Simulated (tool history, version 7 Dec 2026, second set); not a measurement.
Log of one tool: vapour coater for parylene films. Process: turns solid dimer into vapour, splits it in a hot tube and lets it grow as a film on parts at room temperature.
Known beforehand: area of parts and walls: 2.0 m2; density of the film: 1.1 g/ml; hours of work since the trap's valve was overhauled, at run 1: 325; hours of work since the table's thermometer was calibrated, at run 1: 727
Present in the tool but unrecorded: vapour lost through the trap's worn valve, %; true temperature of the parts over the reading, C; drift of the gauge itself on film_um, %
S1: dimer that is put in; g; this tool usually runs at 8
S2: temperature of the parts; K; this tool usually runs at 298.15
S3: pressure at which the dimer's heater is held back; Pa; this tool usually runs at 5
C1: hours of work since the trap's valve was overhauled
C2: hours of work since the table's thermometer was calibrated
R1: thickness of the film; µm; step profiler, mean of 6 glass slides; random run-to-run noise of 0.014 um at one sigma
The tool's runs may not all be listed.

run   hour  S1      S2     S3   C1   C2    R1
  1      0   8  298.15      5  325  727  2.43
  2   40.4   8  298.15      5  344  745  2.45
  3   92.4   8  298.15      5  368  770  2.41
  4  138.8   8  298.15      5  390  791  2.42
  5  176.9   8  298.15      5  407  809   2.4
     187.3  -- trap's valve overhauled
  6  218.7   8  298.15      5   15  827  2.33
  7  263.6   5  309.15      5   36  847  1.19
  8  299.7   9  302.15  10.85   52  864  2.03
  9  344.1   9  302.15  10.85   73  885     2
     359.2  -- trap's valve overhauled, once more
 10  407.8   3  298.15   7.96   23  913  0.84
 11  444.2   7  298.15   5.21   40  930  2.18

Forecast each of these 4 alternatives for the next run:
  A  493.3   7  290.15  2.54  62  953   ?
  B  493.3  14  306.15  8.87  62  953   ?
  C  493.3   5  303.15  4.15  62  953   ?
  D  493.3   4  294.15  5.21  62  953   ?

run    R1
  A  3.04
  B  3.29
  C  1.48
  D  1.34
With no hidden state in the tool, these same runs would have given:
run    R1
  A  3.06
  B  3.31
  C  1.49
  D  1.35
